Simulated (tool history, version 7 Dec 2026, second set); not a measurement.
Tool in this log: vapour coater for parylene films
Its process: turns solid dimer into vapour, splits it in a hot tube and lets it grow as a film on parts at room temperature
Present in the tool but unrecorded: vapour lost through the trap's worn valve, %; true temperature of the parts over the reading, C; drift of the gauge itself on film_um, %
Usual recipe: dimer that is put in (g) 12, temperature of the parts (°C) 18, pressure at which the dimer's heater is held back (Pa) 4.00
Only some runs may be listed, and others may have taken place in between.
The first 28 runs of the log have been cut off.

run   hour  dimer that is put in (g)  temperature of the parts (°C)  pressure at which the dimer's heater is held back (Pa)  hours of work since the trap's valve was overhauled  hours of work since the table's thermometer was calibrated  thickness of the film (µm)
 29  436.2                        20                             18                                                    5.18                                                  102                                                         411                        4.93
 30  451.9                        20                             18                                                    5.18                                                  114                                                         423                        4.94
 31  469.3                         5                             27                                                    5.36                                                  127                                                         436                        0.92
 32  490.1                         5                             27                                                    3.81                                                  143                                                         452                        1.00
 33  510.5                        14                             17                                                   11.46                                                  158                                                         468                        2.96
 34  526.8                        14                             17                                                   11.46                                                  171                                                         480                        2.98
 35  536.9                         9                             19                                                    2.44                                                  179                                                         488                        2.60
 36  548.8                        12                             11                                                    2.46                                                  188                                                         497                        4.47
 37  567.8                        12                             11                                                    5.05                                                  202                                                         512                        3.75
 38  577.6                        18                             15                                                    4.00                                                  210                                                         519                        5.26
 39  594.6                         6                             20                                                    4.00                                                  223                                                         532                        1.49
 40  605.7                         6                             14                                                    8.83                                                  231                                                         540                        1.49
 41  617.0                        10                             12                                                    4.00                                                  240                                                         549                        3.22
 42  636.1                         8                             12                                                    4.00                                                  254                                                         564                        2.58

3 ways to go on from here, each from the tool as it stands after run 42. What would each give?
  A  653.5                        12                             18                                                    2.97                                                  268                                                         577                           ?
  B  653.5                        18                             22                                                    9.00                                                  268                                                         577                           ?
  C  653.5                         8                             12                                                    5.18                                                  268                                                         577                           ?

run  thickness of the film (µm)
  A                        3.44
  B                        3.50
  C                        2.43
What these runs would have given with no unlogged condition in the tool:
run  thickness of the film (µm)
  A                        3.39
  B                        3.44
  C                        2.40
